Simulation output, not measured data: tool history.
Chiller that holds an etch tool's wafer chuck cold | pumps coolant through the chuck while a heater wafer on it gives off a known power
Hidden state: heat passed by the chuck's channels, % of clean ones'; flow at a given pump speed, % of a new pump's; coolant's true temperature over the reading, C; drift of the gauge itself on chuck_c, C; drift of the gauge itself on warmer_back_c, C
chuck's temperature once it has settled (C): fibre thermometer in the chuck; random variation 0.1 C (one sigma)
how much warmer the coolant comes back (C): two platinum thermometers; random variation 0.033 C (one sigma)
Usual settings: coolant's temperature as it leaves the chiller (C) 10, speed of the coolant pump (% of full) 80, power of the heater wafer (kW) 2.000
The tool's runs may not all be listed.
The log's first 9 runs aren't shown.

run	hour	coolant's temperature as it leaves the chiller (C)	speed of the coolant pump (% of full)	power of the heater wafer (kW)	hours since the coolant was changed and the channels were flushed	hours since the pump was overhauled	hours since the chiller's thermometer was calibrated	chuck's temperature once it has settled (C)	how much warmer the coolant comes back (C)
10	397.1	12	80	2.000	3329	665	312	27.6	4.59
11	425.1	12	80	2.000	3357	693	340	27.7	4.61
12	485.8	12	80	2.000	3418	754	401	27.8	4.56
13	525.6	12	80	2.000	3458	794	441	27.6	4.62
14	582.9	12	80	2.000	3515	851	498	27.7	4.57
15	637.7	10	83	2.000	3570	906	553	25.4	4.45
16	674.8	10	83	2.000	3607	943	590	25.3	4.43
17	719.3	10	83	2.000	3651	987	634	25.6	4.41
18	752.6	10	83	2.000	3685	1021	668	25.5	4.43
19	800.3	10	87	2.796	3732	1068	715	30.8	5.96
20	843.6	12	66	2.165	3776	1112	759	32.0	6.10
21	872.7	10	93	2.000	3805	1141	788	24.4	4.01
22	914.5	19	93	1.070	3847	1183	830	26.4	2.12
23	945.0	7	90	1.743	3877	1213	860	19.9	3.54
24	985.2	7	90	1.743	3917	1253	900	19.9	3.59
25	1015.7	7	90	1.743	3948	1284	931	19.6	3.54
26	1077.2	10	80	1.447	4009	1345	992	21.6	3.38
27	1102.4	0	72	2.000	4035	1370	1018	17.7	5.19
28	1163.9	18	65	2.708	4096	1432	1079	43.8	7.79
29	1218.3	16	91	2.708	4150	1486	1133	35.9	5.50
30	1254.6	7	80	2.605	4187	1523	1170	28.1	6.11
31	1287.4	7	80	2.605	4219	1555	1202	28.3	6.07
32	1318.0	11	93	2.154	4250	1586	1233	26.7	4.26
33	1366.5	10	100	2.000	4299	1635	1282	23.8	3.69

3 ways to go on from here, each from the tool as it stands after run 33. What would each give?
A	1412.3	1	62	1.231	4344	1680	1327	?	?
B	1412.3	11	64	2.000	4344	1680	1327	?	?
C	1412.3	20	95	1.929	4344	1680	1327	?	?

run	chuck's temperature once it has settled (C)	how much warmer the coolant comes back (C)
A	13.4	3.74
B	30.5	5.91
C	33.8	3.79
Without the tool's hidden state the same runs would have given:
run	chuck's temperature once it has settled (C)	how much warmer the coolant comes back (C)
A	11.7	3.60
B	27.7	5.69
C	31.8	3.65
